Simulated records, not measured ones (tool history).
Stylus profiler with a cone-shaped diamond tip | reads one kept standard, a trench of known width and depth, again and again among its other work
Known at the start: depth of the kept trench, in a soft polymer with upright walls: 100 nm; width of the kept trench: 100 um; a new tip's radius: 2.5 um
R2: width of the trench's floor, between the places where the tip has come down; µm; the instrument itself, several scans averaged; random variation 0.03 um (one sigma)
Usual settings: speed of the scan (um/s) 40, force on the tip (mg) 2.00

{"run": 1, "hour": 0.0, "speed of the scan (um/s)": 40, "force on the tip (mg)": 2.0, "depth of the trench (nm)": 100.31, "R2": 98.13}
{"run": 2, "hour": 63.8, "speed of the scan (um/s)": 40, "force on the tip (mg)": 2.0, "depth of the trench (nm)": 100.23, "R2": 98.05}
{"run": 3, "hour": 159.9, "speed of the scan (um/s)": 40, "force on the tip (mg)": 2.0, "depth of the trench (nm)": 100.29, "R2": 98.05}
{"run": 4, "hour": 205.5, "speed of the scan (um/s)": 40, "force on the tip (mg)": 3.24, "depth of the trench (nm)": 100.49, "R2": 98.17}
{"run": 5, "hour": 305.2, "speed of the scan (um/s)": 105, "force on the tip (mg)": 2.0, "depth of the trench (nm)": 100.22, "R2": 97.62}
{"run": 6, "hour": 366.2, "speed of the scan (um/s)": 40, "force on the tip (mg)": 2.0, "depth of the trench (nm)": 100.19, "R2": 98.08}
{"run": 7, "hour": 455.5, "speed of the scan (um/s)": 40, "force on the tip (mg)": 2.0, "depth of the trench (nm)": 100.12, "R2": 98.05}
{"run": 8, "hour": 512.0, "speed of the scan (um/s)": 40, "force on the tip (mg)": 2.0, "depth of the trench (nm)": 100.22, "R2": 98.03}
{"run": 9, "hour": 617.3, "speed of the scan (um/s)": 36, "force on the tip (mg)": 2.0, "depth of the trench (nm)": 100.2, "R2": 98.04}
{"run": 10, "hour": 713.6, "speed of the scan (um/s)": 20, "force on the tip (mg)": 2.0, "depth of the trench (nm)": 100.13, "R2": 98.19}
{"run": 11, "hour": 757.5, "speed of the scan (um/s)": 40, "force on the tip (mg)": 2.0, "depth of the trench (nm)": 100.16, "R2": 98.0}
{"run": 12, "hour": 803.7, "speed of the scan (um/s)": 40, "force on the tip (mg)": 3.3, "depth of the trench (nm)": 100.51, "R2": 98.09}
{"run": 13, "hour": 891.5, "speed of the scan (um/s)": 40, "force on the tip (mg)": 3.3, "depth of the trench (nm)": 100.44, "R2": 98.16}
{"run": 14, "hour": 938.3, "speed of the scan (um/s)": 40, "force on the tip (mg)": 3.3, "depth of the trench (nm)": 100.42, "R2": 98.09}
{"run": 15, "hour": 982.6, "speed of the scan (um/s)": 40, "force on the tip (mg)": 2.2, "depth of the trench (nm)": 100.16, "R2": 98.03}
{"run": 16, "hour": 1043.4, "speed of the scan (um/s)": 40, "force on the tip (mg)": 3.15, "depth of the trench (nm)": 100.33, "R2": 98.08}
{"run": 17, "hour": 1137.8, "speed of the scan (um/s)": 40, "force on the tip (mg)": 2.0, "depth of the trench (nm)": 100.1, "R2": 98.06}
{"run": 18, "hour": 1182.3, "speed of the scan (um/s)": 40, "force on the tip (mg)": 2.0, "depth of the trench (nm)": 100.0, "R2": 98.0}
{"run": 19, "hour": 1287.4, "speed of the scan (um/s)": 40, "force on the tip (mg)": 2.0, "depth of the trench (nm)": 100.08, "R2": 98.02}
{"run": 20, "hour": 1395.2, "speed of the scan (um/s)": 40, "force on the tip (mg)": 2.0, "depth of the trench (nm)": 100.85, "R2": 97.99}
{"run": 21, "hour": 1455.7, "speed of the scan (um/s)": 40, "force on the tip (mg)": 2.0, "depth of the trench (nm)": 100.88, "R2": 98.0}
{"run": 22, "hour": 1559.7, "speed of the scan (um/s)": 40, "force on the tip (mg)": 2.0, "depth of the trench (nm)": 100.83, "R2": 97.96}
{"run": 23, "hour": 1608.0, "speed of the scan (um/s)": 40, "force on the tip (mg)": 2.0, "depth of the trench (nm)": 100.79, "R2": 97.91}
{"run": 24, "hour": 1675.4, "speed of the scan (um/s)": 103, "force on the tip (mg)": 2.0, "depth of the trench (nm)": 100.84, "R2": 97.53}
{"run": 25, "hour": 1760.6, "speed of the scan (um/s)": 103, "force on the tip (mg)": 5.32, "depth of the trench (nm)": 101.58, "R2": 97.78}
{"run": 26, "hour": 1810.8, "speed of the scan (um/s)": 67, "force on the tip (mg)": 3.67, "depth of the trench (nm)": 101.26, "R2": 97.87}
{"run": 27, "hour": 1917.7, "speed of the scan (um/s)": 19, "force on the tip (mg)": 2.72, "depth of the trench (nm)": 100.93, "R2": 98.09}
{"run": 28, "hour": 1995.6, "speed of the scan (um/s)": 91, "force on the tip (mg)": 3.2, "depth of the trench (nm)": 101.13, "R2": 97.7}
{"run": 29, "hour": 2044.3, "speed of the scan (um/s)": 91, "force on the tip (mg)": 3.2, "depth of the trench (nm)": 101.04, "R2": 97.74}
{"run": 30, "hour": 2116.3, "speed of the scan (um/s)": 118, "force on the tip (mg)": 2.0, "depth of the trench (nm)": 100.76, "R2": 97.38}
{"run": 31, "hour": 2161.4, "speed of the scan (um/s)": 118, "force on the tip (mg)": 2.0, "depth of the trench (nm)": 100.64, "R2": 97.39}
{"run": 32, "hour": 2238.7, "speed of the scan (um/s)": 29, "force on the tip (mg)": 1.62, "depth of the trench (nm)": 100.65, "R2": 98.01}
{"run": 33, "hour": 2315.1, "speed of the scan (um/s)": 19, "force on the tip (mg)": 2.42, "depth of the trench (nm)": 100.78, "R2": 98.03}
{"run": 34, "hour": 2419.0, "speed of the scan (um/s)": 19, "force on the tip (mg)": 2.42, "depth of the trench (nm)": 100.7, "R2": 98.01}
{"run": 35, "hour": 2494.8, "speed of the scan (um/s)": 19, "force on the tip (mg)": 2.31, "depth of the trench (nm)": 100.74, "R2": 98.04}
{"run": 36, "hour": 2590.2, "speed of the scan (um/s)": 33, "force on the tip (mg)": 1.61, "depth of the trench (nm)": 100.48, "R2": 97.95}
{"run": 37, "hour": 2661.5, "speed of the scan (um/s)": 107, "force on the tip (mg)": 2.18, "depth of the trench (nm)": 100.62, "R2": 97.49}
{"run": 38, "hour": 2746.4, "speed of the scan (um/s)": 107, "force on the tip (mg)": 2.18, "depth of the trench (nm)": 100.65, "R2": 97.46}
{"run": 39, "hour": 2813.9, "speed of the scan (um/s)": 17, "force on the tip (mg)": 0.68, "depth of the trench (nm)": 100.07, "R2": 97.93}
{"run": 40, "hour": 2880.4, "speed of the scan (um/s)": 24, "force on the tip (mg)": 2.85, "depth of the trench (nm)": 100.73, "R2": 97.99}
{"run": 41, "hour": 2946.0, "speed of the scan (um/s)": 68, "force on the tip (mg)": 3.53, "depth of the trench (nm)": 100.92, "R2": 97.79}
{"run": 42, "hour": 3011.4, "speed of the scan (um/s)": 68, "force on the tip (mg)": 3.53, "depth of the trench (nm)": 100.94, "R2": 97.77}
{"run": 43, "hour": 3087.8, "speed of the scan (um/s)": 49, "force on the tip (mg)": 3.99, "depth of the trench (nm)": 101.09, "R2": 97.8}
{"run": 44, "hour": 3180.2, "speed of the scan (um/s)": 49, "force on the tip (mg)": 3.99, "depth of the trench (nm)": 100.98, "R2": 97.92}
{"run": 45, "hour": 3268.1, "speed of the scan (um/s)": 159, "force on the tip (mg)": 3.27, "depth of the trench (nm)": 100.75, "R2": 97.28}
{"run": 46, "hour": 3360.4, "speed of the scan (um/s)": 89, "force on the tip (mg)": 5.88, "depth of the trench (nm)": 101.23, "R2": 97.72}

Taken out of this log: 1 entry between the listed runs. Where each belongs, and how the hidden state differs across it:
Between runs 19 and 20: height scale calibrated on a step standard (hour 1386.8)
  radius of the tip, um: 3.89 -> 3.93; height scale over the true one, %: -0.825 -> 0.002
  measured less the result without the state, depth of the trench (nm): -0.84 -> +0.00; R2: -0.35 -> -0.36 µm
